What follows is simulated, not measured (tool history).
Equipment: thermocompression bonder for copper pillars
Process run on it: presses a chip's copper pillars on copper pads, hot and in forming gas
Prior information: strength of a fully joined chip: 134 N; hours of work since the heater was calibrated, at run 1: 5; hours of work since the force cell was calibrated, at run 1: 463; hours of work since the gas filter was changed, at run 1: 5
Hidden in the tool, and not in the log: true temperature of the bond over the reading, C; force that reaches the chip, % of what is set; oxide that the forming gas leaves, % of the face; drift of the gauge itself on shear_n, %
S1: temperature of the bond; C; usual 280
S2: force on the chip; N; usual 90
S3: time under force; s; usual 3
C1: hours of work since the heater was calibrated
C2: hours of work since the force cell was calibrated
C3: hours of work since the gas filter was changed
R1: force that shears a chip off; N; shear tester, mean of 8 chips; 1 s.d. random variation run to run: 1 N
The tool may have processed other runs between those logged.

run 1 hour=0.0 | S1=280 S2=90 S3=3 | C1=5 C2=463 C3=5 | R1=90.1
run 2 hour=23.6 | S1=280 S2=90 S3=3 | C1=20 C2=478 C3=20 | R1=87.8
run 3 hour=42.5 | S1=280 S2=90 S3=3 | C1=32 C2=490 C3=32 | R1=89.2
run 4 hour=68.9 | S1=280 S2=90 S3=3 | C1=49 C2=507 C3=49 | R1=89.8
run 5 hour=83.8 | S1=280 S2=110 S3=3 | C1=59 C2=517 C3=59 | R1=98.1
run 6 hour=108.4 | S1=280 S2=57 S3=3 | C1=74 C2=532 C3=74 | R1=66.8
run 7 hour=124.3 | S1=280 S2=57 S3=3 | C1=84 C2=543 C3=84 | R1=66.2
run 8 hour=141.1 | S1=280 S2=57 S3=4 | C1=95 C2=553 C3=95 | R1=72.9
-- hour=155.9 forming gas filter changed
run 9 hour=160.8 | S1=280 S2=57 S3=4 | C1=107 C2=565 C3=3 | R1=72.2
run 10 hour=181.3 | S1=264 S2=135 S3=8 | C1=120 C2=579 C3=16 | R1=114.1
run 11 hour=206.9 | S1=263 S2=123 S3=3 | C1=137 C2=595 C3=32 | R1=89.9
run 12 hour=226.2 | S1=280 S2=76 S3=2 | C1=149 C2=607 C3=45 | R1=70.4
run 13 hour=241.7 | S1=280 S2=76 S3=2 | C1=159 C2=617 C3=55 | R1=71.4
run 14 hour=254.5 | S1=298 S2=92 S3=2 | C1=167 C2=625 C3=63 | R1=96.8
run 15 hour=277.0 | S1=276 S2=95 S3=4 | C1=181 C2=640 C3=77 | R1=95.9
run 16 hour=298.4 | S1=276 S2=95 S3=4 | C1=195 C2=653 C3=91 | R1=95.3
run 17 hour=315.8 | S1=282 S2=56 S3=3 | C1=206 C2=664 C3=102 | R1=65.9
-- hour=320.0 forming gas filter changed
run 18 hour=339.4 | S1=266 S2=84 S3=3 | C1=221 C2=679 C3=12 | R1=72.4

5 options for the next run, each taken on its own from the tool as it stands now. Forecast them:
run A hour=365.9 | S1=284 S2=69 S3=6 | C1=238 C2=696 C3=29 | R1=?
run B hour=365.9 | S1=280 S2=63 S3=3 | C1=238 C2=696 C3=29 | R1=?
run C hour=365.9 | S1=255 S2=57 S3=5 | C1=238 C2=696 C3=29 | R1=?
run D hour=365.9 | S1=253 S2=62 S3=3 | C1=238 C2=696 C3=29 | R1=?
run E hour=365.9 | S1=266 S2=54 S3=3 | C1=238 C2=696 C3=29 | R1=?

run=A R1=95.8
run=B R1=70.7
run=C R1=56.2
run=D R1=48.8
run=E R1=51.4
Without the tool's hidden state the same runs would have given:
run=A R1=96.2
run=B R1=71.0
run=C R1=56.5
run=D R1=49.0
run=E R1=51.6
